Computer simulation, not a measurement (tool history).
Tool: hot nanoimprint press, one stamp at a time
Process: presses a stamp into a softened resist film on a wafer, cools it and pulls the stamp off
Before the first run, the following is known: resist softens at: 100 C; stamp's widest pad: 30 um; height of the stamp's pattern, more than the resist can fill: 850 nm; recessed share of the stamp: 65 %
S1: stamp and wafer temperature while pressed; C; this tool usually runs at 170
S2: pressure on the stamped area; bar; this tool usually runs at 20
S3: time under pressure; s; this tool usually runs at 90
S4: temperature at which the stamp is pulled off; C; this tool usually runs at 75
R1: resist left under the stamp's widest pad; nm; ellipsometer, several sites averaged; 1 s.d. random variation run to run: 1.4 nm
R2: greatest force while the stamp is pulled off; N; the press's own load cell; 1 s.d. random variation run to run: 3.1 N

run,day,S1,S2,S3,S4,R1,R2
1,0,170,20,90,75,206.8,190
# day 0.858: stamp cleaned and given a new release coat
2,1.867,170,20,90,75,205.6,149
3,3.179,170,20,90,75,205.6,151
4,4.671,170,20,90,75,204.3,149
5,6,170,20,94,75,200.6,155
6,7.008,170,20,170,75,156.6,151
7,8.333,170,29.7,90,75,169.8,159
8,10.558,158,29.7,90,75,327.9,156
9,11.938,158,29.7,90,75,328.7,161
10,13.175,158,29.7,90,75,323.8,171
11,15.054,170,21,90,75,198.1,173
12,16.05,170,21,90,75,193.9,173
13,17.429,170,21,90,75,193.3,180
# day 17.929: plate thermocouple calibrated
14,18.996,170,21,90,75,225.1,184
15,20.225,170,21,90,75,223.6,180
# day 21.246: stamp cleaned and given a new release coat
16,22.433,182,14.1,65,79,153.3,144
17,24.5,182,14.1,65,79,155.7,143
18,25.633,162,20,172,75,278.8,153
19,27.833,176,20,120,65,140.2,184
20,29.217,170,14.5,87,71,256.1,168
21,31.271,170,12.5,90,75,269.2,163
22,33.433,167,16,59,73,323.5,169
23,35.438,159,14.4,57,79,428.9,168
24,37.321,168,14.4,57,61,318.7,199
25,38.946,176,18.9,73,79,172.4,177
26,40.808,168,12,63,79,322.2,178
# day 41.433: stamp cleaned and given a new release coat
# day 42.454: press's hydraulic seals changed and the load cell set to zero
27,42.829,170,13,127,75,220.6,139

Run 28 is up next; what results do you expect?
28,45.017,158,18.5,146,63,?,?

Run 28 yielded R1 338.1 nm, R2 165 N.
Were there no unlogged condition in the tool, this run, its random variation unchanged, would have produced R1 358.2 nm, R2 160 N.
